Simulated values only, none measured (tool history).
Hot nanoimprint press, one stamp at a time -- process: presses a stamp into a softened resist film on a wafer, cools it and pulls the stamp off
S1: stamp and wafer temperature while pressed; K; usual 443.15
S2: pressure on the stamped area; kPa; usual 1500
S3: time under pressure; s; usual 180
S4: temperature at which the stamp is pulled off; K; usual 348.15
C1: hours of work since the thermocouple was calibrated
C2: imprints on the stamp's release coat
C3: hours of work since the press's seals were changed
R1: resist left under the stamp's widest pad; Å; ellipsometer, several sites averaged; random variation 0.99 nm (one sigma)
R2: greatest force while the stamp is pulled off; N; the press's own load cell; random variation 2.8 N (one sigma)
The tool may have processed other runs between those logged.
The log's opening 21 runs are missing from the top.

{"run": 22, "hour": 195.8, "S1": 451.15, "S2": 1500, "S3": 180, "S4": 348.15, "C1": 41, "C2": 601, "C3": 250, "R1": 936, "R2": 142}
{"run": 23, "hour": 203.8, "S1": 455.15, "S2": 1500, "S3": 149, "S4": 355.15, "C1": 47, "C2": 621, "C3": 256, "R1": 840, "R2": 122}
{"run": 24, "hour": 209.6, "S1": 443.15, "S2": 1500, "S3": 180, "S4": 356.15, "C1": 51, "C2": 636, "C3": 261, "R1": 1436, "R2": 124}
{"run": 25, "hour": 219.4, "S1": 443.15, "S2": 1410, "S3": 180, "S4": 348.15, "C1": 59, "C2": 661, "C3": 268, "R1": 1491, "R2": 135}
{"run": 26, "hour": 230.7, "S1": 443.15, "S2": 2150, "S3": 192, "S4": 348.15, "C1": 67, "C2": 690, "C3": 277, "R1": 1152, "R2": 131}
{"run": 27, "hour": 241.8, "S1": 445.15, "S2": 1710, "S3": 192, "S4": 348.15, "C1": 75, "C2": 718, "C3": 285, "R1": 1160, "R2": 140}
{"run": 28, "hour": 250.6, "S1": 443.15, "S2": 1840, "S3": 95, "S4": 352.15, "C1": 82, "C2": 741, "C3": 292, "R1": 1603, "R2": 129}
{"run": 29, "hour": 258.6, "S1": 443.15, "S2": 1500, "S3": 228, "S4": 354.15, "C1": 88, "C2": 761, "C3": 298, "R1": 1307, "R2": 127}
{"run": 30, "hour": 263.7, "S1": 453.15, "S2": 1500, "S3": 289, "S4": 337.15, "C1": 92, "C2": 774, "C3": 301, "R1": 703, "R2": 166}

Forecast each of these 3 alternatives for the next run:
{"run": "A", "hour": 273.9, "S1": 436.15, "S2": 1950, "S3": 289, "S4": 337.15, "C1": 99, "C2": 800, "C3": 309, "R1": "?", "R2": "?"}
{"run": "B", "hour": 273.9, "S1": 453.15, "S2": 1500, "S3": 94, "S4": 342.15, "C1": 99, "C2": 800, "C3": 309, "R1": "?", "R2": "?"}
{"run": "C", "hour": 273.9, "S1": 438.15, "S2": 1410, "S3": 289, "S4": 337.15, "C1": 99, "C2": 800, "C3": 309, "R1": "?", "R2": "?"}

run=A R1=1558 R2=166
run=B R1=1096 R2=147
run=C R1=1644 R2=162
Without the tool's unlogged condition, the same runs would have read:
run=A R1=1555 R2=156
run=B R1=1094 R2=138
run=C R1=1648 R2=151
